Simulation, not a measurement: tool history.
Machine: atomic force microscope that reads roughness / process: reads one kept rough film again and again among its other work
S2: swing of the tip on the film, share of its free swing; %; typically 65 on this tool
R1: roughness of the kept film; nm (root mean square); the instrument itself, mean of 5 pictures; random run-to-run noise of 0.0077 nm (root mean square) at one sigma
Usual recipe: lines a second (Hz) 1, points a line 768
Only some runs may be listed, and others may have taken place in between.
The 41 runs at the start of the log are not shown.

Run 42, day 26.496: usual settings but lines a second (Hz) 0.57. Result: R1 1.641 nm (root mean square).
Run 43, day 27.071: usual settings but lines a second (Hz) 1.59, S2 76 %, points a line 637. Result: R1 1.55 nm (root mean square).
Run 44, day 27.742: usual settings but lines a second (Hz) 1.99, S2 57 %, points a line 988. Result: R1 1.618 nm (root mean square).
Run 45, day 28.2: usual settings but lines a second (Hz) 1.99, S2 57 %, points a line 988. Result: R1 1.615 nm (root mean square).
Run 46, day 28.75: usual settings but lines a second (Hz) 1.99, S2 57 %, points a line 526. Result: R1 1.623 nm (root mean square).
Run 47, day 29.175: usual settings but lines a second (Hz) 1.07, S2 57 %, points a line 529. Result: R1 1.633 nm (root mean square).
At day 29.783: new tip fitted.
Run 48, day 29.8: usual settings but lines a second (Hz) 2.66, S2 63 %. Result: R1 1.572 nm (root mean square).
Run 49, day 30.412: usual settings but lines a second (Hz) 2.66, S2 66 %. Result: R1 1.544 nm (root mean square).
Run 50, day 31.175: usual settings but lines a second (Hz) 2.66, S2 66 %. Result: R1 1.553 nm (root mean square).
Run 51, day 31.958: usual settings but lines a second (Hz) 2.96, S2 66 %, points a line 445. Result: R1 1.525 nm (root mean square).
Run 52, day 32.383: usual settings but lines a second (Hz) 1.65, S2 58 %, points a line 445. Result: R1 1.613 nm (root mean square).

Forecast each of these 5 alternatives for the next run:
Run A, day 33.121: usual settings but lines a second (Hz) 1.27, S2 58 %, points a line 445. Result: R1 ?.
Run B, day 33.121: usual settings but lines a second (Hz) 2.48, S2 81 %, points a line 315. Result: R1 ?.
Run C, day 33.121: usual settings but lines a second (Hz) 2.14, S2 58 %, points a line 372. Result: R1 ?.
Run D, day 33.121: usual settings but lines a second (Hz) 0.57, S2 58 %, points a line 335. Result: R1 ?.
Run E, day 33.121: usual settings but lines a second (Hz) 0.56, S2 62 %, points a line 305. Result: R1 ?.

run     R1
  A  1.618
  B  1.393
  C  1.603
  D  1.632
  E  1.615
What these runs would have given with no unlogged condition in the tool:
run     R1
  A  1.622
  B  1.396
  C  1.607
  D  1.636
  E  1.619

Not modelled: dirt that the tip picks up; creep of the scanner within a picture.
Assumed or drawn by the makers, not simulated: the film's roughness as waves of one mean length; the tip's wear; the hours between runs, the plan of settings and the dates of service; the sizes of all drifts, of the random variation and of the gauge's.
